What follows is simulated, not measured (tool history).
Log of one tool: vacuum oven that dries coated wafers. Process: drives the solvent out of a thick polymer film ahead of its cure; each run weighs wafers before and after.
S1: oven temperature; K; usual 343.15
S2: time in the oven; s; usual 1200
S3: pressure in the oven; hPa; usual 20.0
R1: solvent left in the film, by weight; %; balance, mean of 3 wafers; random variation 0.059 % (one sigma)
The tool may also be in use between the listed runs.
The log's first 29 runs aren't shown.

run 30 hour=933.9 | S1=343.15 S2=1200 S3=48.5 | R1=6.56
run 31 hour=959.1 | S1=343.15 S2=960 S3=20.0 | R1=3.89
run 32 hour=999.6 | S1=343.15 S2=1980 S3=18.8 | R1=2.41
run 33 hour=1036.8 | S1=335.15 S2=780 S3=17.2 | R1=7.49
run 34 hour=1079.5 | S1=328.15 S2=780 S3=17.4 | R1=10.06
run 35 hour=1105.8 | S1=331.15 S2=600 S3=27.0 | R1=10.99
run 36 hour=1126.0 | S1=331.15 S2=600 S3=27.0 | R1=11.14
run 37 hour=1149.2 | S1=341.15 S2=1200 S3=10.1 | R1=2.94
run 38 hour=1168.1 | S1=341.15 S2=1200 S3=10.1 | R1=2.98
run 39 hour=1195.3 | S1=341.15 S2=1200 S3=10.1 | R1=3.05
run 40 hour=1234.7 | S1=343.15 S2=2100 S3=24.3 | R1=3.33
run 41 hour=1256.3 | S1=343.15 S2=1200 S3=30.7 | R1=4.78
run 42 hour=1274.8 | S1=343.15 S2=1260 S3=20.0 | R1=3.37
run 43 hour=1309.3 | S1=343.15 S2=1260 S3=20.0 | R1=3.50

Forecast run 44:
run 44 hour=1344.4 | S1=343.15 S2=1260 S3=20.0 | R1=?

Run 44 gave R1 3.55 %.
Without the tool's hidden state the same run would have given R1 2.99 %.
